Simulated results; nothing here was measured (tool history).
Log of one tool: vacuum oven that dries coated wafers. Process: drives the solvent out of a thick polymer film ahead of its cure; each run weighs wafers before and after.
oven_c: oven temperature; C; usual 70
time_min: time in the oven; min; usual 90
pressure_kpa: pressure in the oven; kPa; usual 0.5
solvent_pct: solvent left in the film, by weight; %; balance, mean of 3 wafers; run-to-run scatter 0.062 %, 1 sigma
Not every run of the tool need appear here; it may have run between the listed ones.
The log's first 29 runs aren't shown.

| run | day | oven_c | time_min | pressure_kpa | solvent_pct |
|---|---|---|---|---|---|
| 30 | 95.554 | 78 | 150 | 0.5 | 0.24 |
| 31 | 97.625 | 78 | 150 | 0.5 | 0.24 |
| 32 | 99.621 | 67 | 150 | 0.5 | 2.45 |
| 33 | 102.054 | 70 | 95 | 1.614 | 3.8 |
| 34 | 105.125 | 71 | 58 | 0.699 | 6.07 |
| 35 | 108.938 | 71 | 58 | 0.699 | 6.04 |
| 36 | 111.208 | 71 | 58 | 0.699 | 6.21 |
| 37 | 113.958 | 63 | 90 | 0.5 | 7.65 |
| 38 | 117.162 | 63 | 90 | 1.215 | 7.89 |
| 39 | 120.017 | 63 | 90 | 1.215 | 8.04 |
| 40 | 122.479 | 68 | 91 | 1.215 | 5.28 |
| 41 | 125.167 | 70 | 130 | 0.5 | 1.95 |
| 42 | 129.258 | 76 | 90 | 0.5 | 1.53 |
| 43 | 133.079 | 64 | 106 | 0.427 | 6.21 |
| 44 | 137.104 | 74 | 50 | 1.055 | 5.92 |
| 45 | 141.117 | 65 | 113 | 1.03 | 5.47 |
| 46 | 143.554 | 65 | 113 | 1.332 | 5.61 |

Consider 4 possible next runs. They are alternatives, not a sequence: every one starts from the tool as it was left by run 46. What does each give?
| A | 147.167 | 82 | 113 | 1.332 | ? |
| B | 147.167 | 58 | 90 | 1.38 | ? |
| C | 147.167 | 66 | 90 | 1.578 | ? |
| D | 147.167 | 65 | 77 | 1.613 | ? |

| run | solvent_pct |
|---|---|
| A | 0.56 |
| B | 11.2 |
| C | 6.83 |
| D | 8.45 |
Take away the tool's hidden state, keep each run's random variation, and the runs would have read:
| run | solvent_pct |
|---|---|
| A | 0.48 |
| B | 10.71 |
| C | 6.3 |
| D | 7.91 |
